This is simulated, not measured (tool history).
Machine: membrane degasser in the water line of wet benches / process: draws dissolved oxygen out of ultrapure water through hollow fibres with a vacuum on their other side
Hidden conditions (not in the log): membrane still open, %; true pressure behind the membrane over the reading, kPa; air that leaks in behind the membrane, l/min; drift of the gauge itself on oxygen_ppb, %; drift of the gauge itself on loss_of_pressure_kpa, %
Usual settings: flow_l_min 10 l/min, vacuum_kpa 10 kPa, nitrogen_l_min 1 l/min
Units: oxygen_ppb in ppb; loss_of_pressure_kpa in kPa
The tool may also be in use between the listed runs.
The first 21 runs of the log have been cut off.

run      day  flow_l_min  vacuum_kpa  nitrogen_l_min  hours since the membrane was changed  hours since the vacuum gauge was calibrated  hours since the vacuum lines were made tight  oxygen_ppb  loss_of_pressure_kpa
 22  149.221          16         7.8               1                                  8703                                          790                                          3581      1117.1                  97.8
 23  157.242          16         7.8               1                                  8896                                          982                                          3773      1107.3                 98.47
 24  162.404           8        14.6            1.88                                  9020                                         1106                                          3897       291.2                 49.02
 25  168.608           9          13            1.27                                  9169                                         1255                                          4046       411.6                 55.71
 26  178.075          10        19.6            2.86                                  9396                                         1482                                          4273       472.3                 61.87
 27  187.525           6        23.6               1                                  9623                                         1709                                          4500       353.3                 37.21
 28  191.896           9          10            2.12                                  9728                                         1814                                          4605       322.1                 55.31
 29  196.917           9          10            2.12                                  9848                                         1935                                          4726       330.5                 55.74
 30  203.308           9          10            2.12                                 10002                                         2088                                          4879       313.8                  55.4
 31  209.862           7         8.5            1.63                                 10159                                         2245                                          5036       168.4                 43.51
 32  217.821           8        22.6            1.63                                 10350                                         2436                                          5227       401.7                  49.8

Branching from run 32: 4 alternative next runs. What would each branch give?
  A  222.267           8        12.4            0.59                                 10457                                         2543                                          5334           ?                     ?
  B  222.267          11          10               1                                 10457                                         2543                                          5334           ?                     ?
  C  222.267          12          10               1                                 10457                                         2543                                          5334           ?                     ?
  D  222.267          13        12.7            0.56                                 10457                                         2543                                          5334           ?                     ?

run  oxygen_ppb  loss_of_pressure_kpa
  A       456.5                 49.53
  B         613                 68.02
  C       711.5                  74.3
  D      1038.5                 80.82
What these runs would have given with no unlogged condition in the tool:
run  oxygen_ppb  loss_of_pressure_kpa
  A       420.6                 47.33
  B       552.7                 64.98
  C       644.6                 70.99
  D       965.9                 77.22

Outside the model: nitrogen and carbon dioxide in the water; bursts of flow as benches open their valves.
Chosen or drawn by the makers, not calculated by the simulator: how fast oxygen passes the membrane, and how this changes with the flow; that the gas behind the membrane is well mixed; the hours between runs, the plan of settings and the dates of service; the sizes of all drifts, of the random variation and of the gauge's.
